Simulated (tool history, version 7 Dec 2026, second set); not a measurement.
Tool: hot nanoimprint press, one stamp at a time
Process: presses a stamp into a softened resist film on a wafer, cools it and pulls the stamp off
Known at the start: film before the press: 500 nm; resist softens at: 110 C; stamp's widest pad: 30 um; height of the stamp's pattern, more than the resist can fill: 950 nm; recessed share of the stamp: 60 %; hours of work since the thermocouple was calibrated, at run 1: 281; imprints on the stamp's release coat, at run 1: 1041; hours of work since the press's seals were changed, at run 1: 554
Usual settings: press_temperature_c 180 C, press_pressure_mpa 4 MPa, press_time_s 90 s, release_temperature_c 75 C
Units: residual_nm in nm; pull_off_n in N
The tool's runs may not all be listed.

run   hour  press_temperature_c  press_pressure_mpa  press_time_s  release_temperature_c  hours of work since the thermocouple was calibrated  imprints on the stamp's release coat  hours of work since the press's seals were changed  residual_nm  pull_off_n
  1      0                  180                   4            90                     75                                                  281                                  1041                                                 554        215.1         203
  2   58.4                  180                4.99            90                     75                                                  305                                  1116                                                 578        193.8         202
  3   92.9                  180                4.99            90                     75                                                  319                                  1160                                                 592        193.7         203
  4    138                  180                3.33            90                     75                                                  337                                  1218                                                 610        234.1         206
  5  201.2                  180                3.33            90                     75                                                  363                                  1299                                                 635        234.1         204
       210  -- plate thermocouple calibrated
  6  275.8                  180                3.33           155                     75                                                   27                                  1390                                                 664        190.2         203
  7  310.5                  180                3.33           155                     75                                                   41                                  1434                                                 678        190.5         203
  8  377.4                  180                3.33           155                     75                                                   68                                  1520                                                 705        190.8         204
  9  415.7                  179                   4            90                     75                                                   83                                  1569                                                 720        222.7         204
 10  447.7                  180                2.93            90                     71                                                   96                                  1610                                                 733        249.5         213

Run 11 comes next. What will it give?
 11  514.4                  180                2.93            90                     71                                                  123                                  1695                                                 760            ?           ?

{"run 11": {"residual_nm": 249.3, "pull_off_n": 215}}
Without the tool's hidden state the same run would have given residual_nm 246.9 nm, pull_off_n 214 N.
